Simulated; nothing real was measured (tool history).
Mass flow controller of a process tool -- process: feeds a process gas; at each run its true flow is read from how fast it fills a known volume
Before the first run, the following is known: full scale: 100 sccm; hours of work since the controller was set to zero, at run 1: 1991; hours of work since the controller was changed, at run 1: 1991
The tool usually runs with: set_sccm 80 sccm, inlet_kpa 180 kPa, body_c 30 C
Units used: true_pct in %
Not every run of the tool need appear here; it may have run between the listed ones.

run    hour  set_sccm  inlet_kpa  body_c  hours of work since the controller was set to zero  hours of work since the controller was changed  true_pct
  1       0        80        180      30                                                1991                                            1991     99.49
  2   120.2        80        180      30                                                2072                                            2072     99.66
  3   239.5        80        180      30                                                2153                                            2153     99.75
  4   350.1        49        180      30                                                2228                                            2228     98.86
  5   454.5        49        180      30                                                2298                                            2298     98.88
  6   573.6        80        180      30                                                2379                                            2379     99.79
  7   638.3        80        180      30                                                2423                                            2423     99.77
  8   720.7        80        180      30                                                2479                                            2479     99.79
  9   821.1        80        180      30                                                2546                                            2546      99.9
 10   907.5        83        180      30                                                2605                                            2605    100.02
 11   996.4        83        180      30                                                2665                                            2665       100
 12  1051.8        83        180      30                                                2703                                            2703    100.04
 13  1121.3        83        180      30                                                2750                                            2750    100.11
 14  1237.5        83        180      30                                                2828                                            2828    100.12
 15  1306.9        80        180      34                                                2875                                            2875    100.12
 16    1384        80        180      34                                                2927                                            2927    100.24
 17  1454.9        80        180      34                                                2975                                            2975    100.23
 18  1509.6        80        213      30                                                3012                                            3012    100.06
 19  1587.8        80        201      30                                                3065                                            3065    100.09
 20  1671.3        80        180      30                                                3122                                            3122    100.06
 21  1779.9        80        180      30                                                3195                                            3195    100.14
 22    1864        80        180      30                                                3252                                            3252    100.18
 23    1928        80        180      30                                                3295                                            3295    100.23
 24  2031.5        80        180      30                                                3365                                            3365    100.23
 25  2121.5        80        180      30                                                3426                                            3426     100.2
 26  2201.9        80        267      30                                                3481                                            3481    100.43
 27  2291.7        12        165      27                                                3541                                            3541     98.52
 28  2343.5        12        165      27                                                3576                                            3576     98.52
     2352.7  -- gauge calibrated
 29  2450.2        94        165      27                                                3649                                            3649     99.91
 30  2507.8        12        185      33                                                3687                                            3687      97.9
 31  2585.7        12        238      33                                                3740                                            3740     98.12
 32  2660.6        16        190      38                                                3791                                            3791     98.24
 33  2736.8        26        201      30                                                3842                                            3842     98.39
 34  2801.7        46        242      20                                                3886                                            3886     98.81
 35  2892.6        46        242      20                                                3948                                            3948     98.71
 36    2972        46        141      25                                                4002                                            4002     98.61
 37  3059.2        24        180      34                                                4061                                            4061     98.49
 38  3136.3        24        180      34                                                4113                                            4113     98.47
 39  3225.1        65        180      30                                                4173                                            4173     99.54
 40  3301.5        53        165      34                                                4224                                            4224     99.26
 41  3394.3        91        224      26                                                4287                                            4287    100.07
 42  3480.1        86        204      23                                                4345                                            4345    100.02
 43  3555.5        86        204      23                                                4396                                            4396     99.98
 44    3618        86        169      24                                                4439                                            4439     99.91
     3686.1  -- controller's zero set anew
 45  3713.4        80        203      30                                                  18                                            4503    100.14
 46  3771.6        27        222      32                                                  58                                            4542     98.85
 47  3895.8        76        222      29                                                 142                                            4626     99.88
 48  3972.3        76        222      26                                                 194                                            4678      99.9

For each run, the measured value with the value that run would have given without the tool's hidden condition subtracted. The run-to-run variation is shared by both, the gauge scatter possibly not:
Hidden conditions of the tool in this case: flow at rest that the sensor doesn't see, % of full scale; true flow over the shown one, %; drift of the gauge itself on true_pct, %.
run  true_pct
  1        +0
  2     +0.04
  3     +0.08
  4     +0.11
  5     +0.14
  6     +0.18
  7     +0.21
  8     +0.23
  9     +0.26
 10     +0.29
 11     +0.31
 12     +0.33
 13     +0.35
 14     +0.38
 15     +0.41
 16     +0.43
 17     +0.46
 18     +0.47
 19      +0.5
 20     +0.52
 21     +0.56
 22     +0.58
 23      +0.6
 24     +0.64
 25     +0.66
 26     +0.68
 27     +0.71
 28     +0.73
 29     +0.04
 30     +0.07
 31     +0.09
 32     +0.11
 33     +0.13
 34     +0.14
 35     +0.18
 36      +0.2
 37     +0.23
 38     +0.26
 39     +0.27
 40     +0.31
 41     +0.33
 42     +0.36
 43     +0.38
 44      +0.4
 45     +0.43
 46     +0.44
 47     +0.49
 48     +0.51
